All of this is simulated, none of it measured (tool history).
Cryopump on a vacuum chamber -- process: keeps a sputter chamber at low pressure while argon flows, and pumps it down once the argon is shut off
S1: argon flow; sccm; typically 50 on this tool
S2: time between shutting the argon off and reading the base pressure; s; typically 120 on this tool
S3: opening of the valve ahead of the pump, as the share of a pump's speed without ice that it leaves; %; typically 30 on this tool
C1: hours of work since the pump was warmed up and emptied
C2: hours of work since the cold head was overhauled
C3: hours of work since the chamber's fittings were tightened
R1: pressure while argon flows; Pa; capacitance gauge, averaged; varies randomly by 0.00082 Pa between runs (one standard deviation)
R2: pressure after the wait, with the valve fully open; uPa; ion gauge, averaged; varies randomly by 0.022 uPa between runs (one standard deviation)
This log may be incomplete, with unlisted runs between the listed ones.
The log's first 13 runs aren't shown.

run 14 hour=838 | S1=26 S2=120 S3=30 | C1=166 C2=977 C3=1504 | R1=0.0862 R2=0.92
run 15 hour=920.1 | S1=26 S2=120 S3=30 | C1=226 C2=1037 C3=1564 | R1=0.0865 R2=0.94
run 16 hour=1011.1 | S1=26 S2=120 S3=30 | C1=292 C2=1104 C3=1630 | R1=0.0866 R2=0.97
run 17 hour=1093 | S1=26 S2=120 S3=30 | C1=352 C2=1164 C3=1690 | R1=0.0886 R2=1.01
-- hour=1168.6 pump warmed up, emptied and cooled again
run 18 hour=1185.4 | S1=26 S2=120 S3=30 | C1=12 C2=1227 C3=1754 | R1=0.0845 R2=1.01
run 19 hour=1276.9 | S1=26 S2=120 S3=30 | C1=79 C2=1294 C3=1821 | R1=0.0868 R2=0.99
run 20 hour=1345.5 | S1=26 S2=120 S3=30 | C1=129 C2=1344 C3=1871 | R1=0.0861 R2=1.03
run 21 hour=1389.2 | S1=26 S2=120 S3=30 | C1=161 C2=1376 C3=1903 | R1=0.0857 R2=1
run 22 hour=1474.3 | S1=50 S2=48 S3=30 | C1=223 C2=1439 C3=1965 | R1=0.1657 R2=1.73
run 23 hour=1556.4 | S1=99 S2=22 S3=18 | C1=283 C2=1499 C3=2025 | R1=0.5508 R2=3.2
run 24 hour=1612.6 | S1=99 S2=22 S3=18 | C1=324 C2=1540 C3=2066 | R1=0.5436 R2=3.17
run 25 hour=1665.2 | S1=60 S2=33 S3=18 | C1=363 C2=1578 C3=2104 | R1=0.3326 R2=2.39
-- hour=1724.6 pump warmed up, emptied and cooled again
run 26 hour=1735 | S1=60 S2=33 S3=18 | C1=8 C2=1625 C3=2152 | R1=0.3257 R2=2.28
run 27 hour=1778.1 | S1=50 S2=23 S3=30 | C1=39 C2=1657 C3=2183 | R1=0.1623 R2=3
run 28 hour=1832.3 | S1=50 S2=23 S3=30 | C1=79 C2=1696 C3=2223 | R1=0.1635 R2=3.05
run 29 hour=1918.3 | S1=25 S2=153 S3=16 | C1=142 C2=1759 C3=2286 | R1=0.1536 R2=0.99
run 30 hour=1962.8 | S1=88 S2=108 S3=30 | C1=174 C2=1792 C3=2318 | R1=0.2909 R2=1.19
run 31 hour=2051.5 | S1=75 S2=108 S3=54 | C1=239 C2=1857 C3=2383 | R1=0.142 R2=1.13
run 32 hour=2119.4 | S1=75 S2=108 S3=54 | C1=288 C2=1906 C3=2432 | R1=0.1431 R2=1.2
run 33 hour=2165.8 | S1=75 S2=108 S3=54 | C1=322 C2=1940 C3=2466 | R1=0.1439 R2=1.22
run 34 hour=2207.7 | S1=41 S2=120 S3=15 | C1=353 C2=1971 C3=2497 | R1=0.2712 R2=1.18

Alternative continuations, all from the tool just after run 34; predict every row:
-- hour=2280.3 pump warmed up, emptied and cooled again
run A hour=2280.3 | S1=41 S2=249 S3=15 | C1=0 C2=2020 C3=2546 | R1=? R2=?
-- hour=2280.3 pump warmed up, emptied and cooled again
run B hour=2280.3 | S1=70 S2=54 S3=59 | C1=0 C2=2020 C3=2546 | R1=? R2=?
-- hour=2280.3 pump warmed up, emptied and cooled again
run C hour=2280.3 | S1=41 S2=181 S3=43 | C1=0 C2=2020 C3=2546 | R1=? R2=?

run=A R1=0.2683 R2=0.84
run=B R1=0.1168 R2=1.73
run=C R1=0.0922 R2=0.95
Had the tool no hidden state, the same runs would have come out as:
run=A R1=0.2672 R2=0.37
run=B R1=0.115 R2=1.25
run=C R1=0.0912 R2=0.47

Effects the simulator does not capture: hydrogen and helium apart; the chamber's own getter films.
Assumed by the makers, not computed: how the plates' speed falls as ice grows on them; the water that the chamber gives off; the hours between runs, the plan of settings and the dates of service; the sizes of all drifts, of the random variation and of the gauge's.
